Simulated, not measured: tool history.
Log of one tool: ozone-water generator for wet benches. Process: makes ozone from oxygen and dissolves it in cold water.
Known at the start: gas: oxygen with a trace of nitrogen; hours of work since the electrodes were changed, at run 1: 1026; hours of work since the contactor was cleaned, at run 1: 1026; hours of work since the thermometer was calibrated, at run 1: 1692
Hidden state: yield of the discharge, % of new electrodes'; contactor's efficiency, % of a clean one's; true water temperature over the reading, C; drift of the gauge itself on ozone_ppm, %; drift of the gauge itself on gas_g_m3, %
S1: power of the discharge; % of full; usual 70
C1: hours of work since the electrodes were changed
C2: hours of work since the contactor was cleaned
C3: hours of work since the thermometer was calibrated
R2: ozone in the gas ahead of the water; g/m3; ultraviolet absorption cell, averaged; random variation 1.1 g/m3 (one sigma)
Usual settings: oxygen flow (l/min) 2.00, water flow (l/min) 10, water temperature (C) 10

Run 1, hour 0.0: usual settings; C1 1026; C2 1026; C3 1692. Result: dissolved ozone (ppm) 17.0, R2 176.4 g/m3.
Run 2, hour 46.4: usual settings; C1 1058; C2 1058; C3 1724. Result: dissolved ozone (ppm) 17.2, R2 175.6 g/m3.
Run 3, hour 95.1: usual settings but water temperature (C) 11; C1 1092; C2 1092; C3 1758. Result: dissolved ozone (ppm) 17.0, R2 175.9 g/m3.
Run 4, hour 128.6: usual settings but water temperature (C) 11; C1 1115; C2 1115; C3 1781. Result: dissolved ozone (ppm) 17.2, R2 177.7 g/m3.
Run 5, hour 172.8: usual settings but water temperature (C) 11; C1 1145; C2 1145; C3 1811. Result: dissolved ozone (ppm) 16.8, R2 177.7 g/m3.
Run 6, hour 214.1: usual settings but water flow (l/min) 7; C1 1174; C2 1174; C3 1840. Result: dissolved ozone (ppm) 22.9, R2 173.8 g/m3.
Run 7, hour 263.0: usual settings but S1 41 % of full; C1 1207; C2 1207; C3 1873. Result: dissolved ozone (ppm) 12.5, R2 128.0 g/m3.
Run 8, hour 292.1: usual settings but S1 41 % of full, water temperature (C) 13; C1 1227; C2 1227; C3 1893. Result: dissolved ozone (ppm) 11.9, R2 129.5 g/m3.
Run 9, hour 320.1: usual settings but S1 41 % of full, water temperature (C) 13; C1 1247; C2 1247; C3 1913. Result: dissolved ozone (ppm) 12.1, R2 129.1 g/m3.
Run 10, hour 351.7: usual settings but S1 41 % of full, water temperature (C) 13; C1 1268; C2 1268; C3 1935. Result: dissolved ozone (ppm) 12.0, R2 128.8 g/m3.
Run 11, hour 383.8: usual settings but S1 41 % of full, water temperature (C) 13; C1 1290; C2 1290; C3 1957. Result: dissolved ozone (ppm) 12.2, R2 128.2 g/m3.
Run 12, hour 416.0: usual settings but water flow (l/min) 8; C1 1313; C2 1313; C3 1979. Result: dissolved ozone (ppm) 20.1, R2 174.3 g/m3.
Run 13, hour 462.4: usual settings but water flow (l/min) 8; C1 1345; C2 1345; C3 2011. Result: dissolved ozone (ppm) 20.1, R2 172.4 g/m3.
Run 14, hour 487.5: usual settings but water flow (l/min) 8, water temperature (C) 17; C1 1362; C2 1362; C3 2028. Result: dissolved ozone (ppm) 18.5, R2 175.8 g/m3.
Run 15, hour 524.4: usual settings but water flow (l/min) 8, water temperature (C) 17; C1 1387; C2 1387; C3 2053. Result: dissolved ozone (ppm) 18.4, R2 172.3 g/m3.
Run 16, hour 570.3: usual settings but oxygen flow (l/min) 2.60; C1 1419; C2 1419; C3 2085. Result: dissolved ozone (ppm) 17.8, R2 159.9 g/m3.
Run 17, hour 604.2: usual settings but S1 44 % of full, oxygen flow (l/min) 1.62; C1 1442; C2 1442; C3 2108. Result: dissolved ozone (ppm) 11.8, R2 140.7 g/m3.
Run 18, hour 639.4: usual settings but S1 50 % of full, oxygen flow (l/min) 3.15, water flow (l/min) 14, water temperature (C) 14; C1 1466; C2 1466; C3 2133. Result: dissolved ozone (ppm) 11.3, R2 123.4 g/m3.
Run 19, hour 666.2: usual settings but S1 50 % of full, oxygen flow (l/min) 3.15, water flow (l/min) 14, water temperature (C) 14; C1 1485; C2 1485; C3 2151. Result: dissolved ozone (ppm) 11.3, R2 122.6 g/m3.
Run 20, hour 694.9: usual settings but S1 50 % of full, oxygen flow (l/min) 3.15, water flow (l/min) 14, water temperature (C) 14; C1 1505; C2 1505; C3 2171. Result: dissolved ozone (ppm) 11.1, R2 121.9 g/m3.

Forecast run 21:
Run 21, hour 747.1: usual settings but S1 98 % of full, oxygen flow (l/min) 1.62, water flow (l/min) 13, water temperature (C) 14; C1 1540; C2 1540; C3 2207. Result: dissolved ozone (ppm) ?, R2 ?.

Run 21 gave dissolved ozone (ppm) 14.0, R2 221.8 g/m3.
Without the tool's hidden state the same run would have given dissolved ozone (ppm) 16.2, R2 246.7 g/m3.
